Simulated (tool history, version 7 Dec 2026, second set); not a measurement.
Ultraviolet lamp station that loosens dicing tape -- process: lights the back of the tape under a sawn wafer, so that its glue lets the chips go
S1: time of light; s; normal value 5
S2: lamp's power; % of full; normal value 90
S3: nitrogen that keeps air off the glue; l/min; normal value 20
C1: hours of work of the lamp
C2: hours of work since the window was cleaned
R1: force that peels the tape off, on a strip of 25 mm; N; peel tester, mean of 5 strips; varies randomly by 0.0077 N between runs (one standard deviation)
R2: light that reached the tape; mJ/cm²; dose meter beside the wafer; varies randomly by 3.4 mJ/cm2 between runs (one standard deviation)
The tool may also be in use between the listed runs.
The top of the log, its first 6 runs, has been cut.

{"run": 7, "hour": 200.8, "S1": 5, "S2": 60, "S3": 20, "C1": 182, "C2": 242, "R1": 0.952, "R2": 310}
{"run": 8, "hour": 238.5, "S1": 5, "S2": 60, "S3": 20, "C1": 197, "C2": 257, "R1": 1.022, "R2": 308}
{"run": 9, "hour": 278.1, "S1": 5, "S2": 60, "S3": 20, "C1": 214, "C2": 274, "R1": 1.001, "R2": 306}
{"run": 10, "hour": 309.1, "S1": 5, "S2": 90, "S3": 38, "C1": 227, "C2": 287, "R1": 0.318, "R2": 447}
{"run": 11, "hour": 344.3, "S1": 5, "S2": 90, "S3": 20, "C1": 241, "C2": 301, "R1": 0.449, "R2": 447}
{"run": 12, "hour": 385.2, "S1": 5, "S2": 90, "S3": 20, "C1": 258, "C2": 318, "R1": 0.461, "R2": 436}
{"run": 13, "hour": 411.8, "S1": 5, "S2": 90, "S3": 20, "C1": 269, "C2": 329, "R1": 0.496, "R2": 435}
{"run": 14, "hour": 435.5, "S1": 5, "S2": 88, "S3": 20, "C1": 279, "C2": 339, "R1": 0.529, "R2": 418}
{"run": 15, "hour": 474.5, "S1": 5, "S2": 88, "S3": 20, "C1": 295, "C2": 355, "R1": 0.516, "R2": 412}
{"run": 16, "hour": 527.2, "S1": 5, "S2": 88, "S3": 20, "C1": 317, "C2": 377, "R1": 0.55, "R2": 406}
{"run": 17, "hour": 558.7, "S1": 5, "S2": 90, "S3": 20, "C1": 330, "C2": 390, "R1": 0.518, "R2": 409}
{"run": 18, "hour": 599.5, "S1": 5, "S2": 90, "S3": 20, "C1": 347, "C2": 407, "R1": 0.53, "R2": 411}
{"run": 19, "hour": 627.5, "S1": 5, "S2": 90, "S3": 20, "C1": 358, "C2": 419, "R1": 0.544, "R2": 409}
{"run": 20, "hour": 672.4, "S1": 7, "S2": 90, "S3": 32, "C1": 377, "C2": 437, "R1": 0.225, "R2": 560}
{"run": 21, "hour": 702.6, "S1": 7, "S2": 90, "S3": 36, "C1": 390, "C2": 450, "R1": 0.232, "R2": 550}
{"run": 22, "hour": 740.5, "S1": 7, "S2": 90, "S3": 36, "C1": 405, "C2": 465, "R1": 0.241, "R2": 546}
{"run": 23, "hour": 772.2, "S1": 7, "S2": 90, "S3": 36, "C1": 418, "C2": 478, "R1": 0.231, "R2": 541}
{"hour": 775.3, "done": "window cleaned of glue's vapour"}
{"run": 24, "hour": 816.4, "S1": 7, "S2": 78, "S3": 10, "C1": 436, "C2": 17, "R1": 0.862, "R2": 413}
{"run": 25, "hour": 838.7, "S1": 9, "S2": 78, "S3": 10, "C1": 446, "C2": 26, "R1": 0.515, "R2": 527}
{"run": 26, "hour": 873.2, "S1": 3, "S2": 78, "S3": 10, "C1": 460, "C2": 41, "R1": 2.891, "R2": 176}
{"run": 27, "hour": 923.0, "S1": 2, "S2": 91, "S3": 22, "C1": 481, "C2": 61, "R1": 2.959, "R2": 132}
{"run": 28, "hour": 959.9, "S1": 5, "S2": 77, "S3": 8, "C1": 496, "C2": 76, "R1": 1.824, "R2": 281}

Run 29 has not been measured yet. What should we expect?
{"run": 29, "hour": 1005.5, "S1": 10, "S2": 76, "S3": 38, "C1": 515, "C2": 95, "R1": "?", "R2": "?"}

{"run 29": {"R1": 0.22, "R2": 533}}
The same run, on a tool lacking any hidden state, would have yielded R1 0.149 N, R2 915 mJ/cm².

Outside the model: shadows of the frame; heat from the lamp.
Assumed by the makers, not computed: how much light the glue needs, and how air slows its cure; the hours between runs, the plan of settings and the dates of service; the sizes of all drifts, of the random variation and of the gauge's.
